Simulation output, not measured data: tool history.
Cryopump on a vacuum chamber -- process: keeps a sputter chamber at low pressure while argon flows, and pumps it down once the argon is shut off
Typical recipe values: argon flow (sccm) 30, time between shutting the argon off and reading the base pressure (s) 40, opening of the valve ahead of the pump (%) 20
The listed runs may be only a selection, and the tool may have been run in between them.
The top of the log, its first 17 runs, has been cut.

run    hour  argon flow (sccm)  time between shutting the argon off and reading the base pressure (s)  opening of the valve ahead of the pump (%)  pressure while argon flows (Pa)  pressure after the wait (uPa)
 18   837.4                 51                                                                     40                                          32                           0.2997                           2.16
 19   864.0                 30                                                                     97                                          37                           0.1542                           1.25
 20   891.1                 30                                                                     97                                          37                           0.1549                           1.28
 21   922.9                 17                                                                    106                                          19                           0.1654                           1.17
 22   981.5                 33                                                                    116                                          31                           0.2004                           1.18
 23  1012.6                 33                                                                    116                                          31                           0.2016                           1.16
 24  1070.8                 13                                                                     48                                          43                           0.0593                           1.95
 25  1111.5                 21                                                                     40                                          18                           0.2157                           2.25
 26  1152.9                 13                                                                     40                                          43                           0.0588                           2.33
 27  1209.1                 13                                                                     40                                          43                           0.0597                           2.36
 28  1258.3                 42                                                                    165                                          20                           0.3942                           1.08
 29  1285.7                 42                                                                    165                                          20                           0.3968                           1.15
 30  1336.1                 23                                                                     25                                          30                           0.1487                           3.29
 31  1392.7                 23                                                                     25                                          30                           0.1474                           3.33
 32  1422.5                 35                                                                    149                                          37                           0.1860                           1.16
 33  1457.7                 16                                                                     40                                          16                           0.1859                           2.38
 34  1519.9                 16                                                                     40                                          16                           0.1883                           2.41

Consider 4 possible next runs. They are alternatives, not a sequence: every one starts from the tool as it was left by run 34. What does each give?
  A  1569.7                 16                                                                     40                                          20                                ?                              ?
  B  1569.7                 14                                                                     40                                          50                                ?                              ?
  C  1569.7                 28                                                                    270                                          44                                ?                              ?
  D  1569.7                 27                                                                     40                                          20                                ?                              ?

run  pressure while argon flows (Pa)  pressure after the wait (uPa)
  A                           0.1512                           2.36
  B                           0.0579                           2.34
  C                           0.1283                           1.00
  D                           0.2568                           2.38
Had the tool no hidden state, the same runs would have come out as:
run  pressure while argon flows (Pa)  pressure after the wait (uPa)
  A                           0.1428                           1.88
  B                           0.0505                           1.86
  C                           0.1138                           0.53
  D                           0.2428                           1.90
